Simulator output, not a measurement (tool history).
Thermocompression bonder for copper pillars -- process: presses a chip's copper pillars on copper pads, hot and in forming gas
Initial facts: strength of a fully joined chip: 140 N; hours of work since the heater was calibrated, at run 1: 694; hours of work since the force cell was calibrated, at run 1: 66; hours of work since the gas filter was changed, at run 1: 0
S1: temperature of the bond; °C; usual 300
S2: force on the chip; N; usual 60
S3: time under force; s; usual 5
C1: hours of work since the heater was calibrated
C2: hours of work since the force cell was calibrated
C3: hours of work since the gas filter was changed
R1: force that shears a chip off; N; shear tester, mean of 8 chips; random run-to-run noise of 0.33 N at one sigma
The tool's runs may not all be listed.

run 1 day=0.000 | S1=300 S2=60 S3=5 | C1=694 C2=66 C3=0 | R1=68.3
run 2 day=1.779 | S1=300 S2=60 S3=4 | C1=714 C2=86 C3=20 | R1=63.2
run 3 day=2.700 | S1=300 S2=60 S3=4 | C1=725 C2=97 C3=31 | R1=63.8
run 4 day=3.642 | S1=300 S2=60 S3=4 | C1=735 C2=107 C3=42 | R1=63.9
run 5 day=5.475 | S1=300 S2=60 S3=4 | C1=756 C2=128 C3=62 | R1=63.3
run 6 day=6.925 | S1=300 S2=60 S3=8 | C1=773 C2=145 C3=79 | R1=81.2
run 7 day=7.917 | S1=300 S2=60 S3=5 | C1=784 C2=156 C3=90 | R1=69.5
run 8 day=8.979 | S1=300 S2=60 S3=5 | C1=796 C2=168 C3=102 | R1=69.2
run 9 day=10.912 | S1=300 S2=60 S3=5 | C1=818 C2=190 C3=124 | R1=69.1
run 10 day=12.158 | S1=300 S2=60 S3=5 | C1=832 C2=204 C3=139 | R1=69.3
run 11 day=14.083 | S1=300 S2=60 S3=5 | C1=854 C2=226 C3=161 | R1=70.1
run 12 day=15.912 | S1=300 S2=60 S3=5 | C1=875 C2=247 C3=181 | R1=70.3
run 13 day=17.579 | S1=300 S2=60 S3=5 | C1=894 C2=266 C3=200 | R1=70.3
run 14 day=18.829 | S1=300 S2=60 S3=5 | C1=908 C2=280 C3=215 | R1=70.1
-- day=20.083 gauge calibrated
run 15 day=20.083 | S1=312 S2=60 S3=5 | C1=923 C2=295 C3=229 | R1=76.6
run 16 day=21.829 | S1=312 S2=60 S3=5 | C1=943 C2=315 C3=249 | R1=76.8
run 17 day=23.800 | S1=300 S2=60 S3=5 | C1=965 C2=337 C3=271 | R1=68.8
run 18 day=24.883 | S1=275 S2=60 S3=5 | C1=977 C2=349 C3=284 | R1=52.8

Predict the results of run 19:
run 19 day=26.125 | S1=300 S2=87 S3=5 | C1=992 C2=364 C3=298 | R1=?

For run 19 the tool returned R1 86.1 N.
On a tool with no hidden condition, and with the same random variation, this run would have come out at R1 85.2 N.
